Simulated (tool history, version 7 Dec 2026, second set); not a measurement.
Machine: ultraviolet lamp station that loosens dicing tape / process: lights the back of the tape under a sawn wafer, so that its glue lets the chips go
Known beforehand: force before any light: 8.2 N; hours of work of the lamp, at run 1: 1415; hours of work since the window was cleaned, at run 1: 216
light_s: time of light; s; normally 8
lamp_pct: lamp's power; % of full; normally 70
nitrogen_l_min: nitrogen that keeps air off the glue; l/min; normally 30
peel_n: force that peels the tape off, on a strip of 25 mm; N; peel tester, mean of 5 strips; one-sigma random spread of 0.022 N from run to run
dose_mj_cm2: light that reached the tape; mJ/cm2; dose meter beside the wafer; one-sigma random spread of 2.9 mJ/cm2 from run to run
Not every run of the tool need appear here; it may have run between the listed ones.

run,hour,light_s,lamp_pct,nitrogen_l_min,hours of work of the lamp,hours of work since the window was cleaned,peel_n,dose_mj_cm2
1,0,8,70,30,1415,216,1.121,425
2,44.2,8,70,30,1434,234,1.032,428
3,129.3,8,70,30,1469,270,1.072,420
4,181.9,4,70,30,1491,292,2.91,211
# hour 231.4: window cleaned of glue's vapour
5,274.9,8,70,30,1530,18,1.089,420
6,354.7,8,70,30,1563,51,1.056,424
7,449.6,13,70,30,1602,91,0.363,681
8,514.3,13,70,30,1629,118,0.348,681
9,568.9,8,70,30,1652,141,1.069,424
10,620.3,8,70,30,1673,162,1.092,421
11,702,8,70,30,1707,196,1.092,420
12,745.4,8,70,30,1726,214,1.077,421
13,828.4,8,70,51,1760,249,0.78,429
14,913,8,70,51,1795,284,0.759,423
15,966.7,8,70,51,1818,306,0.773,419
# hour 984.7: window cleaned of glue's vapour
16,1040,8,70,11,1848,23,1.993,419
17,1096.8,8,70,11,1872,47,1.986,418
# hour 1135.8: lamp changed
18,1179.1,8,61,30,18,81,1.423,367
19,1246.9,7,70,30,46,109,1.304,373
20,1340,7,70,30,85,148,1.324,364
21,1385.6,8,64,36,104,167,1.151,384
22,1480.6,8,62,36,144,206,1.199,374
23,1553,5,62,12,174,236,3.565,232
24,1594.9,8,81,31,191,254,0.791,488
25,1666.7,4,81,11,221,284,3.534,243
# hour 1735.8: window cleaned of glue's vapour
26,1735.8,4,81,11,250,0,3.554,246
27,1827.7,8,67,31,288,38,1.145,402
28,1906.6,14,70,12,321,71,0.674,742
29,1949.1,14,70,12,338,89,0.674,736
30,2045.1,14,70,12,379,129,0.709,741
31,2130.3,10,70,30,414,164,0.639,531
32,2230.4,7,83,53,456,206,0.675,439
33,2323.6,8,64,30,494,245,1.241,385
34,2395.6,15,61,20,524,275,0.499,696
# hour 2488.2: window cleaned of glue's vapour
35,2488.2,15,61,20,563,0,0.5,691
36,2578.8,7,69,50,601,38,1.032,362
37,2621.8,5,63,26,618,56,2.609,237
38,2699.3,11,90,9,651,88,0.861,749
39,2780.4,11,65,48,684,122,0.456,539

Consider 4 possible next runs. They are alternatives, not a sequence: every one starts from the tool as it was left by run 39. What does each give?
A,2861.9,8,85,16,718,156,?,?
B,2861.9,11,88,15,718,156,?,?
C,2861.9,10,70,52,718,156,?,?
D,2861.9,16,75,16,718,156,?,?

run,peel_n,dose_mj_cm2
A,1.128,508
B,0.573,724
C,0.453,533
D,0.325,900
Had the tool no hidden state, the same runs would have come out as:
run,peel_n,dose_mj_cm2
A,1.125,508
B,0.57,725
C,0.452,533
D,0.324,902
